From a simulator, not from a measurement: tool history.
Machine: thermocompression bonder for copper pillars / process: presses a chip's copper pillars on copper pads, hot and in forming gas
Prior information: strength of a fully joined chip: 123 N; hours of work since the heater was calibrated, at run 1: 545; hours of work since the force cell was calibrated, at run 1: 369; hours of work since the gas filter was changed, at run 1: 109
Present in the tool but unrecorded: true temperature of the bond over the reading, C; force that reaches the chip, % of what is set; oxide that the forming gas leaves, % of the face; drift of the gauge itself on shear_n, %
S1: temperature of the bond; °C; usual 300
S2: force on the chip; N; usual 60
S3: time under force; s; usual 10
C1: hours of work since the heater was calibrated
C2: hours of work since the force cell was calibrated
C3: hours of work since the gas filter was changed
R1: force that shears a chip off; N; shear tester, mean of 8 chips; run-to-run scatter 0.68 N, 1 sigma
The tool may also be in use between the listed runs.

run    hour   S1  S2  S3   C1   C2   C3    R1
  1     0.0  300  60  10  545  369  109  41.3
  2    40.6  300  60  10  564  388  128  39.7
  3    73.2  300  60  10  579  403  143  38.9
  4    94.4  300  60  10  589  413  153  39.8
      120.0  -- forming gas filter changed
  5   123.4  300  60  10  602  426    2  41.8
  6   158.0  300  60  10  618  442   18  41.2
  7   192.1  300  60  10  634  458   33  41.1
  8   220.2  300  60  10  646  471   46  40.1
  9   248.0  300  60  10  659  484   59  40.4
 10   269.9  273  60  10  669  494   69  28.2
 11   307.8  273  60  10  687  511   87  27.9
 12   344.9  297  60  10  704  529  104  38.2
 13   385.5  297  60  10  723  547  123  36.2
 14   406.8  297  60  10  733  557  133  36.8
 15   443.7  297  60  18  750  574  150  45.4
      475.5  -- forming gas filter changed
 16   481.8  300  60  10  767  592    3  41.1
 17   515.5  300  60  10  783  607   18  39.8
 18   550.0  300  60  10  799  623   34  39.4
 19   590.7  300  60  10  818  642   53  40.1
 20   627.6  300  60  10  835  659   70  39.2
 21   652.6  314  60  10  846  671   82  47.2
 22   697.6  286  47  25  867  691  103  36.1
 23   724.7  330  36   5  879  704  115  23.4
      753.2  -- force cell calibrated
 24   758.7  309  46  27  894    3  130  51.0
 25   780.3  270  37  10  904   13  140  15.1
 26   805.5  270  37  10  916   24  152  14.6
      809.7  -- heater calibrated with a thermocouple chip
      835.7  -- forming gas filter changed
 27   839.7  277  52  16   14   39    2  30.4
 28   874.0  317  44  10   30   55   18  35.9
      888.1  -- heater calibrated with a thermocouple chip, once more
 29   912.8  300  59  10   11   72   35  43.8
 30   942.4  300  46   9   25   85   48  31.7
 31   975.0  300  60  16   40  100   63  52.3
 32  1013.6  300  58  20   58  118   81  53.9
 33  1043.3  314  60  10   72  132   95  52.5
 34  1072.8  314  60  10   85  146  109  49.7
 35  1099.9  322  52  14   98  158  121  55.0
 36  1121.9  322  52  14  108  168  131  54.1
 37  1161.4  313  87  10  126  187  150  68.0
 38  1181.5  300  40  27  136  196  159  40.6
     1195.2  -- forming gas filter changed
 39  1213.8  272  83   6  150  211    9  34.5

Below, some changes in R1 between adjacent runs. For each, the amount present without the hidden state too (settings, incoming material, random variation) and the amount remaining for the hidden state with gauge scatter not shared by both compared results:
Run 15 -> 16: S1 297 -> 300, S3 18 -> 10, forming gas filter changed. R1 -4.3 N: hidden state +4.4, all else -8.7.
Run 23 -> 24: S1 330 -> 309, S2 36 -> 46, S3 5 -> 27, force cell calibrated. R1 +27.6 N: hidden state -1.8, all else +29.4.
Run 24 -> 25: S1 309 -> 270, S2 46 -> 37, S3 27 -> 10. R1 -35.9 N: hidden state +4.4, all else -40.3.
Run 37 -> 38: S1 313 -> 300, S2 87 -> 40, S3 10 -> 27. R1 -27.4 N: hidden state +2.4, all else -29.8.
Run 38 -> 39: S1 300 -> 272, S2 40 -> 83, S3 27 -> 6, forming gas filter changed. R1 -6.1 N: hidden state +3.7, all else -9.8.

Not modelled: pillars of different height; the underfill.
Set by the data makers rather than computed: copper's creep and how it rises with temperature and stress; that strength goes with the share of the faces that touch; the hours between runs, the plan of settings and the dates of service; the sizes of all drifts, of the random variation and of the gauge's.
